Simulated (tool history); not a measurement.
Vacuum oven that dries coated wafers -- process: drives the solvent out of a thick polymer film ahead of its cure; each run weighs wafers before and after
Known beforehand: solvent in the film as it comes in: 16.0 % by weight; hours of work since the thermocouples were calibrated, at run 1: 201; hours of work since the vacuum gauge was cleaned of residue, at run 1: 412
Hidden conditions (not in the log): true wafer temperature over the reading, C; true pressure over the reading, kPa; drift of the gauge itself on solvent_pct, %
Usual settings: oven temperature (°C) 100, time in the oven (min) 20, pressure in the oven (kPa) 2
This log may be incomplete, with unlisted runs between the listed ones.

| run | hour | oven temperature (°C) | time in the oven (min) | pressure in the oven (kPa) | hours of work since the thermocouples were calibrated | hours of work since the vacuum gauge was cleaned of residue | solvent left in the film (%) |
|---|---|---|---|---|---|---|---|
| 1 | 0 | 100 | 20 | 2 | 201 | 412 | 4.16 |
| 2 | 18.9 | 89 | 20 | 2 | 213 | 424 | 7.77 |
| 3 | 53.2 | 100 | 13 | 2 | 235 | 446 | 6.29 |
| 4 | 88.6 | 103 | 20 | 2 | 257 | 468 | 3.41 |
| 5 | 124.7 | 100 | 20 | 2 | 280 | 491 | 4.3 |
| 6 | 158.5 | 114 | 20 | 2 | 302 | 513 | 1.01 |
| 7 | 185.4 | 114 | 20 | 2 | 319 | 530 | 1.04 |
| 8 | 226.5 | 105 | 20 | 1.68 | 345 | 556 | 2.8 |
| 9 | 259 | 112 | 13 | 3.86 | 366 | 576 | 3.06 |
| 10 | 283 | 112 | 15 | 3.35 | 381 | 592 | 2.43 |
| 11 | 311.3 | 112 | 15 | 3.35 | 399 | 610 | 2.53 |
| 12 | 328.5 | 112 | 15 | 3.35 | 410 | 620 | 2.54 |
| 13 | 349.5 | 95 | 20 | 1.96 | 423 | 634 | 5.93 |

How would selected steps in solvent left in the film (%) from run to run divide? Give the signed amount a tool lacking its hidden state would still show from settings, what came in and random variation, and the signed amount left for the hidden state, including any gauge scatter that is not in both of the compared results.
Run 1 -> 2: oven temperature (°C) 100 -> 89. solvent left in the film (%) +3.61: hidden state +0.01, all else +3.6.
Run 5 -> 6: oven temperature (°C) 100 -> 114. solvent left in the film (%) -3.29: hidden state -0.08, all else -3.21.
